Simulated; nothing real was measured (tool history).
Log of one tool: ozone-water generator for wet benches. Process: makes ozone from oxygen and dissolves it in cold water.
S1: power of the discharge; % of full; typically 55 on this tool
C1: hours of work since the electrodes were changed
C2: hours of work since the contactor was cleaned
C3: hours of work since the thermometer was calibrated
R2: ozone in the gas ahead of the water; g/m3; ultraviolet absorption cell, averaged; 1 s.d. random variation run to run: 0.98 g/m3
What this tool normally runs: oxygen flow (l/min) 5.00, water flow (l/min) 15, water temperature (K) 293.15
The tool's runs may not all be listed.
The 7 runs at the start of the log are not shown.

Run 8, day 40.675: usual settings but S1 96 % of full, oxygen flow (l/min) 5.14; C1 6466; C2 2779; C3 1106. Result: dissolved ozone (ppm) 27.7, R2 214.8 g/m3.
Run 9, day 48.083: usual settings but S1 96 % of full, oxygen flow (l/min) 5.14; C1 6620; C2 2933; C3 1260. Result: dissolved ozone (ppm) 28.0, R2 216.0 g/m3.
Run 10, day 55.004: usual settings but S1 62 % of full; C1 6764; C2 3076; C3 1403. Result: dissolved ozone (ppm) 21.0, R2 168.6 g/m3.
Run 11, day 58.983: usual settings; C1 6847; C2 3159; C3 1486. Result: dissolved ozone (ppm) 20.1, R2 157.6 g/m3.
Run 12, day 62.871: usual settings; C1 6927; C2 3240; C3 1567. Result: dissolved ozone (ppm) 19.7, R2 156.6 g/m3.
Run 13, day 68.300: usual settings but water temperature (K) 290.15; C1 7040; C2 3353; C3 1680. Result: dissolved ozone (ppm) 20.7, R2 153.4 g/m3.
Run 14, day 75.800: usual settings but water temperature (K) 290.15; C1 7196; C2 3508; C3 1836. Result: dissolved ozone (ppm) 20.5, R2 154.7 g/m3.
Run 15, day 83.362: usual settings but water temperature (K) 290.15; C1 7353; C2 3666; C3 1993. Result: dissolved ozone (ppm) 20.4, R2 154.6 g/m3.
Run 16, day 89.417: usual settings but S1 58 % of full; C1 7479; C2 3791; C3 2118. Result: dissolved ozone (ppm) 20.5, R2 159.8 g/m3.
Run 17, day 96.633: usual settings but S1 58 % of full, oxygen flow (l/min) 6.71; C1 7629; C2 3941; C3 2268. Result: dissolved ozone (ppm) 20.7, R2 144.7 g/m3.
Run 18, day 103.179: usual settings but S1 40 % of full, water flow (l/min) 24; C1 7765; C2 4077; C3 2404. Result: dissolved ozone (ppm) 11.2, R2 127.0 g/m3.
Run 19, day 109.992: usual settings but S1 40 % of full, water flow (l/min) 24; C1 7907; C2 4219; C3 2546. Result: dissolved ozone (ppm) 11.1, R2 128.1 g/m3.
Run 20, day 115.675: usual settings but S1 41 % of full, oxygen flow (l/min) 6.65, water flow (l/min) 16, water temperature (K) 294.15; C1 8025; C2 4337; C3 2664. Result: dissolved ozone (ppm) 15.8, R2 118.1 g/m3.
Run 21, day 122.912: usual settings but S1 41 % of full, oxygen flow (l/min) 2.92, water flow (l/min) 16, water temperature (K) 294.15; C1 8175; C2 4488; C3 2815. Result: dissolved ozone (ppm) 13.2, R2 149.9 g/m3.
Run 22, day 129.233: usual settings but S1 45 % of full; C1 8307; C2 4619; C3 2946. Result: dissolved ozone (ppm) 16.9, R2 134.6 g/m3.
Run 23, day 134.271: usual settings but S1 45 % of full; C1 8411; C2 4724; C3 3051. Result: dissolved ozone (ppm) 17.0, R2 135.2 g/m3.
Run 24, day 138.304: usual settings but S1 45 % of full; C1 8495; C2 4807; C3 3134. Result: dissolved ozone (ppm) 17.1, R2 133.1 g/m3.
Run 25, day 143.429: usual settings but S1 93 % of full, water temperature (K) 297.15; C1 8602; C2 4914; C3 3241. Result: dissolved ozone (ppm) 23.9, R2 204.3 g/m3.
Run 26, day 146.671: usual settings but S1 93 % of full, water temperature (K) 297.15; C1 8669; C2 4981; C3 3308. Result: dissolved ozone (ppm) 23.7, R2 205.8 g/m3.
Run 27, day 153.129: usual settings but S1 79 % of full, oxygen flow (l/min) 5.52, water flow (l/min) 9, water temperature (K) 290.15; C1 8803; C2 5115; C3 3442. Result: dissolved ozone (ppm) 33.7, R2 179.7 g/m3.
Run 28, day 159.304: usual settings but S1 79 % of full, oxygen flow (l/min) 5.52, water flow (l/min) 9, water temperature (K) 290.15; C1 8931; C2 5244; C3 3571. Result: dissolved ozone (ppm) 33.4, R2 179.2 g/m3.
At day 166.250: water thermometer calibrated.
Run 29, day 166.250: usual settings but water flow (l/min) 20, water temperature (K) 298.15; C1 9075; C2 5388; C3 0. Result: dissolved ozone (ppm) 14.1, R2 149.8 g/m3.
Run 30, day 171.242: usual settings but S1 41 % of full, oxygen flow (l/min) 8.42, water flow (l/min) 20, water temperature (K) 294.15; C1 9179; C2 5491; C3 104. Result: dissolved ozone (ppm) 13.9, R2 108.4 g/m3.
Run 31, day 178.117: usual settings but S1 41 % of full, oxygen flow (l/min) 8.42, water flow (l/min) 20, water temperature (K) 294.15; C1 9322; C2 5634; C3 247. Result: dissolved ozone (ppm) 13.9, R2 107.0 g/m3.
Run 32, day 181.962: usual settings but S1 41 % of full, oxygen flow (l/min) 5.58, water flow (l/min) 14, water temperature (K) 294.15; C1 9402; C2 5714; C3 327. Result: dissolved ozone (ppm) 16.8, R2 123.1 g/m3.

Consider 4 possible next runs. They are alternatives, not a sequence: every one starts from the tool as it was left by run 32. What does each give?
At day 184.708: contactor cleaned.
Run A, day 185.912: usual settings but oxygen flow (l/min) 3.21, water flow (l/min) 22; C1 9480; C2 25; C3 405. Result: dissolved ozone (ppm) ?, R2 ?.
At day 184.708: contactor cleaned.
Run B, day 185.912: usual settings but S1 41 % of full, oxygen flow (l/min) 5.98, water flow (l/min) 24, water temperature (K) 294.15; C1 9480; C2 25; C3 405. Result: dissolved ozone (ppm) ?, R2 ?.
At day 184.708: contactor cleaned.
Run C, day 185.912: usual settings but S1 41 % of full, oxygen flow (l/min) 5.36, water flow (l/min) 21, water temperature (K) 289.15; C1 9480; C2 25; C3 405. Result: dissolved ozone (ppm) ?, R2 ?.
At day 184.708: contactor cleaned.
Run D, day 185.912: usual settings but S1 48 % of full, oxygen flow (l/min) 2.94, water flow (l/min) 14, water temperature (K) 298.15; C1 9480; C2 25; C3 405. Result: dissolved ozone (ppm) ?, R2 ?.

run  dissolved ozone (ppm)     R2
  A                   12.3  170.8
  B                   11.8  119.3
  C                   13.6  123.2
  D                   15.6  164.5
Take away the tool's hidden state, keep each run's random variation, and the runs would have read:
run  dissolved ozone (ppm)     R2
  A                   14.0  192.3
  B                   13.0  131.1
  C                   15.0  135.3
  D                   17.4  183.1
